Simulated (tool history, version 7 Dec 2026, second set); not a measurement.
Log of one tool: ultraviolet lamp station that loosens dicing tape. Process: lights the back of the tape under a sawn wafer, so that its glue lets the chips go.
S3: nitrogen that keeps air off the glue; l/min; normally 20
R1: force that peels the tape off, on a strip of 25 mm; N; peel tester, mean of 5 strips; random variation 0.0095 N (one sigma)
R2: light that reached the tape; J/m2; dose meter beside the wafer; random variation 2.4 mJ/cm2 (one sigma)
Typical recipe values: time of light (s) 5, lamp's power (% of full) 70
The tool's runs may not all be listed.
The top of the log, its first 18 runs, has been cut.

{"run": 19, "hour": 508.5, "time of light (s)": 5, "lamp's power (% of full)": 86, "S3": 14, "R1": 0.594, "R2": 2440}
{"run": 20, "hour": 550.4, "time of light (s)": 5, "lamp's power (% of full)": 86, "S3": 14, "R1": 0.648, "R2": 2400}
{"run": 21, "hour": 580.6, "time of light (s)": 2, "lamp's power (% of full)": 78, "S3": 6, "R1": 4.13, "R2": 840}
{"run": 22, "hour": 620.4, "time of light (s)": 2, "lamp's power (% of full)": 78, "S3": 7, "R1": 3.982, "R2": 850}
{"run": 23, "hour": 655.1, "time of light (s)": 7, "lamp's power (% of full)": 78, "S3": 7, "R1": 0.774, "R2": 2920}
{"run": 24, "hour": 698.1, "time of light (s)": 2, "lamp's power (% of full)": 78, "S3": 30, "R1": 2.562, "R2": 800}
{"run": 25, "hour": 740.2, "time of light (s)": 2, "lamp's power (% of full)": 78, "S3": 30, "R1": 2.729, "R2": 820}
{"hour": 751.1, "done": "window cleaned of glue's vapour"}
{"run": 26, "hour": 774.2, "time of light (s)": 2, "lamp's power (% of full)": 78, "S3": 30, "R1": 2.433, "R2": 880}
{"run": 27, "hour": 816.5, "time of light (s)": 3, "lamp's power (% of full)": 87, "S3": 30, "R1": 1.159, "R2": 1390}
{"run": 28, "hour": 835.6, "time of light (s)": 3, "lamp's power (% of full)": 87, "S3": 7, "R1": 2.494, "R2": 1360}
{"run": 29, "hour": 876.0, "time of light (s)": 3, "lamp's power (% of full)": 87, "S3": 7, "R1": 2.584, "R2": 1320}
{"run": 30, "hour": 912.7, "time of light (s)": 3, "lamp's power (% of full)": 70, "S3": 6, "R1": 3.254, "R2": 1090}
{"run": 31, "hour": 954.2, "time of light (s)": 5, "lamp's power (% of full)": 61, "S3": 20, "R1": 1.191, "R2": 1530}
{"run": 32, "hour": 985.9, "time of light (s)": 6, "lamp's power (% of full)": 95, "S3": 11, "R1": 0.504, "R2": 2890}
{"run": 33, "hour": 1016.6, "time of light (s)": 3, "lamp's power (% of full)": 95, "S3": 11, "R1": 1.956, "R2": 1410}
{"run": 34, "hour": 1035.2, "time of light (s)": 5, "lamp's power (% of full)": 86, "S3": 14, "R1": 0.841, "R2": 2100}

3 options for the next run, each taken on its own from the tool as it stands now. Forecast them:
{"run": "A", "hour": 1067.6, "time of light (s)": 5, "lamp's power (% of full)": 70, "S3": 18, "R1": "?", "R2": "?"}
{"run": "B", "hour": 1067.6, "time of light (s)": 3, "lamp's power (% of full)": 86, "S3": 14, "R1": "?", "R2": "?"}
{"run": "C", "hour": 1067.6, "time of light (s)": 8, "lamp's power (% of full)": 74, "S3": 14, "R1": "?", "R2": "?"}

run=A R1=1.111 R2=1690
run=B R1=2.033 R2=1270
run=C R1=0.414 R2=2880
Without the tool's hidden state the same runs would have given:
run=A R1=0.444 R2=2560
run=B R1=1.034 R2=1910
run=C R1=0.162 R2=4340
